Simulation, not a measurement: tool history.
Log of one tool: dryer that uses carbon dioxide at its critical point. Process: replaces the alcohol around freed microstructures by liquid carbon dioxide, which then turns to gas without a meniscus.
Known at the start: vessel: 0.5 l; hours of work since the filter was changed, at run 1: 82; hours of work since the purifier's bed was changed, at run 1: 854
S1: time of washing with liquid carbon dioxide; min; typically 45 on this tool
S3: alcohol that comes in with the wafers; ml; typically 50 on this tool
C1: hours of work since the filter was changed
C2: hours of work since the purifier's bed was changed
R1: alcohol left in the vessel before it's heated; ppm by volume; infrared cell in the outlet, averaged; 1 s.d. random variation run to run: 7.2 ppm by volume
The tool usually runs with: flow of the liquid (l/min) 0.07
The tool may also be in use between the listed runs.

run 1 hour=0 | S1=45 flow_of_the_liquid_(l/min)=0.07 S3=50 | C1=82 C2=854 | R1=464
run 2 hour=15.4 | S1=45 flow_of_the_liquid_(l/min)=0.07 S3=50 | C1=92 C2=864 | R1=492
run 3 hour=42.2 | S1=45 flow_of_the_liquid_(l/min)=0.07 S3=50 | C1=110 C2=882 | R1=489
run 4 hour=57.4 | S1=45 flow_of_the_liquid_(l/min)=0.07 S3=50 | C1=119 C2=891 | R1=497
run 5 hour=82.9 | S1=45 flow_of_the_liquid_(l/min)=0.07 S3=50 | C1=136 C2=908 | R1=521
run 6 hour=105.9 | S1=45 flow_of_the_liquid_(l/min)=0.07 S3=50 | C1=151 C2=923 | R1=517
run 7 hour=138 | S1=45 flow_of_the_liquid_(l/min)=0.07 S3=50 | C1=172 C2=944 | R1=561
run 8 hour=171.2 | S1=45 flow_of_the_liquid_(l/min)=0.07 S3=50 | C1=193 C2=965 | R1=566
run 9 hour=197 | S1=45 flow_of_the_liquid_(l/min)=0.07 S3=50 | C1=210 C2=982 | R1=585
run 10 hour=211.6 | S1=45 flow_of_the_liquid_(l/min)=0.07 S3=50 | C1=219 C2=991 | R1=575
run 11 hour=229.7 | S1=45 flow_of_the_liquid_(l/min)=0.07 S3=50 | C1=231 C2=1003 | R1=594
run 12 hour=250.7 | S1=45 flow_of_the_liquid_(l/min)=0.07 S3=50 | C1=245 C2=1017 | R1=596
run 13 hour=275.7 | S1=45 flow_of_the_liquid_(l/min)=0.07 S3=50 | C1=261 C2=1033 | R1=628
run 14 hour=304.7 | S1=45 flow_of_the_liquid_(l/min)=0.07 S3=50 | C1=280 C2=1052 | R1=637
run 15 hour=327.8 | S1=45 flow_of_the_liquid_(l/min)=0.07 S3=50 | C1=295 C2=1067 | R1=677
run 16 hour=347.3 | S1=47 flow_of_the_liquid_(l/min)=0.07 S3=50 | C1=307 C2=1079 | R1=553
run 17 hour=372.8 | S1=47 flow_of_the_liquid_(l/min)=0.07 S3=50 | C1=324 C2=1096 | R1=586
run 18 hour=392.6 | S1=45 flow_of_the_liquid_(l/min)=0.07 S3=37 | C1=337 C2=1109 | R1=541
run 19 hour=427.6 | S1=45 flow_of_the_liquid_(l/min)=0.07 S3=37 | C1=360 C2=1132 | R1=571
run 20 hour=443 | S1=45 flow_of_the_liquid_(l/min)=0.07 S3=37 | C1=370 C2=1142 | R1=578
run 21 hour=457.5 | S1=45 flow_of_the_liquid_(l/min)=0.07 S3=37 | C1=379 C2=1151 | R1=575
run 22 hour=480.4 | S1=45 flow_of_the_liquid_(l/min)=0.07 S3=37 | C1=394 C2=1166 | R1=610
run 23 hour=505.1 | S1=45 flow_of_the_liquid_(l/min)=0.07 S3=50 | C1=410 C2=1182 | R1=814
run 24 hour=529.2 | S1=45 flow_of_the_liquid_(l/min)=0.07 S3=50 | C1=425 C2=1197 | R1=824
run 25 hour=558.7 | S1=45 flow_of_the_liquid_(l/min)=0.0949 S3=79 | C1=445 C2=1217 | R1=298
run 26 hour=583.4 | S1=45 flow_of_the_liquid_(l/min)=0.0949 S3=79 | C1=461 C2=1233 | R1=316
-- hour=588.7 purifier's bed changed
run 27 hour=602.6 | S1=38 flow_of_the_liquid_(l/min)=0.0873 S3=118 | C1=471 C2=9 | R1=1428
-- hour=611.9 inlet filter changed
run 28 hour=626.8 | S1=38 flow_of_the_liquid_(l/min)=0.0873 S3=118 | C1=10 C2=24 | R1=611
run 29 hour=643.4 | S1=38 flow_of_the_liquid_(l/min)=0.0873 S3=118 | C1=20 C2=35 | R1=625
run 30 hour=670.7 | S1=38 flow_of_the_liquid_(l/min)=0.0873 S3=118 | C1=38 C2=52 | R1=657
run 31 hour=689.5 | S1=52 flow_of_the_liquid_(l/min)=0.0925 S3=21 | C1=50 C2=65 | R1=21
run 32 hour=715.8 | S1=66 flow_of_the_liquid_(l/min)=0.1075 S3=50 | C1=67 C2=82 | R1=17
run 33 hour=751.1 | S1=48 flow_of_the_liquid_(l/min)=0.0851 S3=23 | C1=90 C2=105 | R1=42

What does the tool deliver on the next run?
run 34 hour=766.6 | S1=48 flow_of_the_liquid_(l/min)=0.0851 S3=23 | C1=100 C2=115 | R1=?

{"run 34": {"R1": 54}}
With the hidden condition absent and the run-to-run variation left alone, this run would have shown R1 38 ppm by volume.
